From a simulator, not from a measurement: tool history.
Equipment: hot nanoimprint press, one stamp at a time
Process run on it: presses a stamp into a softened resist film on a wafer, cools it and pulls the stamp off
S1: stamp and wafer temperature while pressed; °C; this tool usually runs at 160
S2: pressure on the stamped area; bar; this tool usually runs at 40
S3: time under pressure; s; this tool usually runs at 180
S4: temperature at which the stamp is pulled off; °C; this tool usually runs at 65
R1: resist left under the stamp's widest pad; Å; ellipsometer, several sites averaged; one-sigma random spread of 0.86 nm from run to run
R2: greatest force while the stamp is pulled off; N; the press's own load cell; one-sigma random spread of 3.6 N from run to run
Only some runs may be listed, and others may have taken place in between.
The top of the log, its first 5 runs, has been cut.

run 6 day=10.333 | S1=160 S2=40 S3=180 S4=65 | R1=1218 R2=204
run 7 day=13.246 | S1=160 S2=40 S3=180 S4=65 | R1=1218 R2=219
run 8 day=14.558 | S1=160 S2=40 S3=176 S4=65 | R1=1220 R2=229
run 9 day=17.046 | S1=160 S2=40 S3=180 S4=62 | R1=1212 R2=240
run 10 day=18.421 | S1=160 S2=40 S3=180 S4=62 | R1=1217 R2=248
-- day=21.358 stamp cleaned and given a new release coat
run 11 day=21.404 | S1=160 S2=40 S3=137 S4=65 | R1=1360 R2=176
-- day=22.638 press's hydraulic seals changed and the load cell set to zero
run 12 day=24.958 | S1=160 S2=40 S3=180 S4=55 | R1=1216 R2=205
run 13 day=27.008 | S1=160 S2=40 S3=180 S4=55 | R1=1219 R2=229
run 14 day=29.45 | S1=160 S2=40 S3=180 S4=55 | R1=1218 R2=238
run 15 day=32.625 | S1=160 S2=59.6 S3=180 S4=65 | R1=1042 R2=251
-- day=33.979 plate thermocouple calibrated
run 16 day=35.075 | S1=148 S2=59.6 S3=180 S4=72 | R1=1557 R2=254
-- day=36.671 stamp cleaned and given a new release coat
run 17 day=38.138 | S1=148 S2=59.6 S3=180 S4=72 | R1=1577 R2=176
run 18 day=40.908 | S1=148 S2=33.9 S3=180 S4=53 | R1=1872 R2=215
run 19 day=42.929 | S1=148 S2=33.9 S3=180 S4=53 | R1=1868 R2=231
run 20 day=45.558 | S1=160 S2=42.7 S3=180 S4=70 | R1=1167 R2=231
run 21 day=48.196 | S1=160 S2=42.7 S3=180 S4=70 | R1=1182 R2=238
run 22 day=50.942 | S1=160 S2=38.6 S3=326 S4=53 | R1=978 R2=293
-- day=51.358 stamp cleaned and given a new release coat
run 23 day=53.312 | S1=160 S2=38.6 S3=326 S4=53 | R1=984 R2=201
run 24 day=54.954 | S1=170 S2=38.6 S3=326 S4=53 | R1=682 R2=212
run 25 day=57.017 | S1=170 S2=38.6 S3=326 S4=53 | R1=688 R2=228
run 26 day=58.475 | S1=170 S2=38.6 S3=326 S4=53 | R1=686 R2=235
run 27 day=60.217 | S1=160 S2=56.8 S3=180 S4=65 | R1=1074 R2=237
run 28 day=61.646 | S1=160 S2=56.8 S3=139 S4=65 | R1=1183 R2=237
run 29 day=63.117 | S1=160 S2=29.6 S3=270 S4=65 | R1=1221 R2=255

Run 30 has not been measured yet. What should we expect?
run 30 day=65.746 | S1=160 S2=40 S3=180 S4=62 | R1=? R2=?

Logged for run 30: R1 1265 Å, R2 277 N.
Without the tool's hidden state the same run would have given R1 1167 Å, R2 177 N.

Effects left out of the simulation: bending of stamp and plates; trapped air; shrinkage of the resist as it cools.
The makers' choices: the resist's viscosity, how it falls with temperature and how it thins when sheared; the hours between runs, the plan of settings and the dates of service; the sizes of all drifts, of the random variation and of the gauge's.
